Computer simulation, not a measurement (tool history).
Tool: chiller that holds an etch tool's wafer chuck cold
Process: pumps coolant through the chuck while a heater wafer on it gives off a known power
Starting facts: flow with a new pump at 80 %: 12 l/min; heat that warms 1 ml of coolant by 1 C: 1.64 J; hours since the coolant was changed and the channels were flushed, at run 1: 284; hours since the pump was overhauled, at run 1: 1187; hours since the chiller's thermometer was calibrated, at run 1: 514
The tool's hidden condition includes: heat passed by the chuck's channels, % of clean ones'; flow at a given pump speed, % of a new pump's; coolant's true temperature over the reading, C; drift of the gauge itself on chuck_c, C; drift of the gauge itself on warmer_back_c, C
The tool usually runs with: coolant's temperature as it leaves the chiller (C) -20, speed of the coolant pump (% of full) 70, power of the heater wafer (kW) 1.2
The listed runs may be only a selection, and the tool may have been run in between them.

run    hour  coolant's temperature as it leaves the chiller (C)  speed of the coolant pump (% of full)  power of the heater wafer (kW)  hours since the coolant was changed and the channels were flushed  hours since the pump was overhauled  hours since the chiller's thermometer was calibrated  chuck's temperature once it has settled (C)  how much warmer the coolant comes back (C)
  1       0                                                 -20                                     70                             1.2                                                                284                                 1187                                                   514                                         -9.9                                         4.2
  2   107.6                                                 -20                                     70                             1.2                                                                391                                 1295                                                   622                                         -9.7                                        4.19
  3   179.3                                                 -20                                     70                           1.077                                                                463                                 1367                                                   693                                        -10.7                                         3.7
  4   286.2                                                 -20                                     73                           1.077                                                                570                                 1474                                                   800                                          -11                                        3.58
  5   409.3                                                 -20                                     75                             1.2                                                                693                                 1597                                                   923                                        -10.4                                        3.82
  6   530.1                                                 -20                                     75                             1.2                                                                814                                 1718                                                  1044                                        -10.4                                         3.8
  7   660.8                                                 -20                                     70                           1.168                                                                944                                 1848                                                  1175                                        -10.1                                        3.93
  8   741.6                                                 -20                                     70                           1.168                                                               1025                                 1929                                                  1256                                        -10.1                                        3.93
  9   865.3                                                 -20                                     70                           1.168                                                               1149                                 2053                                                  1379                                         -9.9                                        3.95
 10     997                                                 -20                                     70                           1.168                                                               1281                                 2184                                                  1511                                        -10.2                                        3.91
 11  1125.7                                                 -20                                     70                           1.168                                                               1409                                 2313                                                  1640                                        -10.2                                         3.9
 12  1221.9                                                 -20                                     70                             1.2                                                               1505                                 2409                                                  1736                                         -9.9                                        4.06
 13  1345.5                                                 -26                                     70                           1.601                                                               1629                                 2533                                                  1860                                        -12.3                                        5.34
 14  1432.3                                                 -29                                     62                           1.601                                                               1716                                 2620                                                  1946                                        -13.9                                        6.04
 15  1516.1                                                 -30                                     62                           1.202                                                               1800                                 2704                                                  2030                                        -18.4                                        4.46
 16  1633.7                                                 -20                                     70                           0.678                                                               1917                                 2821                                                  2148                                        -14.2                                        2.05
 17  1775.2                                                 -24                                     90                           0.678                                                               2059                                 2963                                                  2289                                        -19.3                                        1.52
 18  1838.2                                                 -20                                     70                           0.912                                                               2122                                 3026                                                  2352                                        -12.3                                        2.83
     1940.1  -- chiller's thermometer calibrated
 19  1948.5                                                 -28                                     98                           0.709                                                               2231                                 3135                                                     8                                        -23.4                                        1.41
 20  2085.5                                                 -28                                     63                           1.521                                                               2368                                 3272                                                   145                                        -13.9                                        5.47
 21  2166.8                                                 -20                                     70                           0.804                                                               2449                                 3353                                                   227                                        -13.3                                        2.41
     2229.9  -- gauge calibrated
 22  2271.6                                                 -20                                     63                           1.339                                                               2554                                 3458                                                   331                                         -7.5                                        5.15
 23    2345                                                 -28                                     63                           0.685                                                               2628                                 3531                                                   405                                        -21.8                                        2.63

Forecast each of these 5 alternatives for the next run:
  A  2465.8                                                 -26                                     97                           1.195                                                               2748                                 3652                                                   526                                            ?                                           ?
  B  2465.8                                                 -12                                     72                           1.046                                                               2748                                 3652                                                   526                                            ?                                           ?
  C  2465.8                                                 -17                                     70                             1.2                                                               2748                                 3652                                                   526                                            ?                                           ?
  D  2465.8                                                 -12                                     98                           0.677                                                               2748                                 3652                                                   526                                            ?                                           ?
  E  2465.8                                                 -22                                     63                           1.121                                                               2748                                 3652                                                   526                                            ?                                           ?

run  chuck's temperature once it has settled (C)  how much warmer the coolant comes back (C)
  A                                        -18.2                                        2.94
  B                                         -3.5                                         3.5
  C                                         -6.8                                        4.18
  D                                         -7.8                                        1.65
  E                                        -11.4                                        4.28
Had the tool no hidden state, the same runs would have come out as:
run  chuck's temperature once it has settled (C)  how much warmer the coolant comes back (C)
  A                                        -18.2                                        2.98
  B                                         -3.5                                        3.53
  C                                         -6.8                                        4.22
  D                                         -7.8                                        1.69
  E                                        -11.4                                        4.32
